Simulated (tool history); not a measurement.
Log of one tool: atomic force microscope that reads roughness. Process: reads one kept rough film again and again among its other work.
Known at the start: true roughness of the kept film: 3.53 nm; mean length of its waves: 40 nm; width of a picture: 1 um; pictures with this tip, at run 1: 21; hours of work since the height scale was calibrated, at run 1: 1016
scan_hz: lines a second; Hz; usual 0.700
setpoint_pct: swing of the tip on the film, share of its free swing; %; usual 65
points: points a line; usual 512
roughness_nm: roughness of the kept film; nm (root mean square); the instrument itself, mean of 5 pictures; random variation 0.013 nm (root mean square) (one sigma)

| run | hour | scan_hz | setpoint_pct | points | pictures with this tip | hours of work since the height scale was calibrated | roughness_nm |
|---|---|---|---|---|---|---|---|
| 1 | 0.0 | 0.700 | 65 | 512 | 21 | 1016 | 3.094 |
| 2 | 47.7 | 0.700 | 65 | 512 | 66 | 1043 | 2.944 |
|  | 77.7 | new tip fitted |
| 3 | 107.6 | 0.700 | 65 | 512 | 28 | 1077 | 3.101 |
| 4 | 163.5 | 0.700 | 65 | 512 | 80 | 1108 | 2.898 |
|  | 177.4 | new tip fitted |
| 5 | 205.9 | 0.700 | 65 | 512 | 27 | 1132 | 3.070 |
| 6 | 253.1 | 0.700 | 65 | 512 | 71 | 1158 | 2.915 |
|  | 279.9 | new tip fitted |
| 7 | 313.6 | 0.700 | 65 | 421 | 31 | 1192 | 3.067 |
| 8 | 361.1 | 0.700 | 65 | 421 | 76 | 1219 | 2.919 |
|  | 378.8 | new tip fitted |
| 9 | 414.5 | 0.700 | 61 | 512 | 34 | 1249 | 3.049 |
| 10 | 449.0 | 0.700 | 61 | 512 | 66 | 1268 | 2.978 |
|  | 478.0 | new tip fitted |
| 11 | 498.2 | 0.700 | 82 | 512 | 19 | 1295 | 3.015 |
| 12 | 533.1 | 0.700 | 82 | 512 | 51 | 1315 | 2.888 |
|  | 576.3 | new tip fitted |
| 13 | 584.2 | 0.700 | 82 | 512 | 7 | 1344 | 3.070 |
| 14 | 635.4 | 0.700 | 82 | 512 | 55 | 1372 | 2.863 |
|  | 676.4 | new tip fitted |
| 15 | 695.5 | 3.188 | 82 | 512 | 18 | 1406 | 2.568 |
| 16 | 747.8 | 1.137 | 65 | 512 | 67 | 1435 | 2.872 |
|  | 778.3 | new tip fitted |
| 17 | 811.4 | 1.137 | 65 | 512 | 31 | 1471 | 3.021 |
|  | 816.2 | height scale calibrated on a step standard |
| 18 | 840.2 | 1.137 | 65 | 512 | 58 | 13 | 2.913 |
|  | 877.1 | new tip fitted |
| 19 | 880.2 | 1.137 | 73 | 512 | 3 | 36 | 3.105 |
| 20 | 924.1 | 3.781 | 84 | 270 | 44 | 60 | 2.353 |
| 21 | 960.6 | 3.781 | 84 | 270 | 78 | 81 | 2.262 |
|  | 978.4 | new tip fitted |
|  | 990.4 | height scale calibrated on a step standard, once more |
| 22 | 998.2 | 3.781 | 84 | 270 | 18 | 4 | 2.369 |
| 23 | 1058.7 | 1.180 | 72 | 512 | 75 | 38 | 2.775 |
|  | 1078.8 | new tip fitted |
| 24 | 1106.2 | 1.180 | 72 | 512 | 26 | 65 | 2.977 |
| 25 | 1145.7 | 1.180 | 72 | 512 | 63 | 87 | 2.825 |
|  | 1180.5 | new tip fitted |
| 26 | 1180.6 | 3.689 | 72 | 979 | 0 | 107 | 2.780 |
| 27 | 1224.5 | 3.689 | 72 | 979 | 42 | 131 | 2.649 |
|  | 1279.6 | new tip fitted |
| 28 | 1292.9 | 1.055 | 65 | 991 | 12 | 169 | 3.085 |
| 29 | 1350.9 | 1.717 | 76 | 264 | 67 | 202 | 2.680 |
|  | 1383.6 | new tip fitted |
| 30 | 1383.6 | 1.717 | 76 | 264 | 0 | 220 | 2.937 |
| 31 | 1417.2 | 1.717 | 76 | 264 | 32 | 239 | 2.815 |
| 32 | 1450.9 | 1.068 | 86 | 512 | 63 | 258 | 2.741 |
|  | 1482.7 | new tip fitted |
| 33 | 1490.4 | 1.068 | 86 | 651 | 7 | 280 | 2.905 |
| 34 | 1525.5 | 3.301 | 66 | 496 | 40 | 300 | 2.785 |
| 35 | 1580.1 | 2.175 | 61 | 775 | 91 | 331 | 2.776 |
|  | 1586.5 | new tip fitted |
| 36 | 1649.4 | 0.700 | 76 | 512 | 59 | 369 | 2.863 |

The same runs without the tool's hidden state, with the same run-to-run variation:
The hidden state here: radius of the tip, nm; height scale over the true one, %; drift of the gauge itself on roughness_nm, %.
| run | roughness_nm |
|---|---|
| 1 | 3.182 |
| 2 | 3.192 |
| 3 | 3.198 |
| 4 | 3.170 |
| 5 | 3.160 |
| 6 | 3.161 |
| 7 | 3.162 |
| 8 | 3.179 |
| 9 | 3.172 |
| 10 | 3.218 |
| 11 | 3.083 |
| 12 | 3.069 |
| 13 | 3.093 |
| 14 | 3.060 |
| 15 | 2.628 |
| 16 | 3.111 |
| 17 | 3.144 |
| 18 | 3.128 |
| 19 | 3.086 |
| 20 | 2.458 |
| 21 | 2.463 |
| 22 | 2.443 |
| 23 | 3.058 |
| 24 | 3.084 |
| 25 | 3.059 |
| 26 | 2.783 |
| 27 | 2.787 |
| 28 | 3.150 |
| 29 | 2.934 |
| 30 | 2.947 |
| 31 | 2.932 |
| 32 | 2.961 |
| 33 | 2.943 |
| 34 | 2.941 |
| 35 | 3.093 |
| 36 | 3.113 |
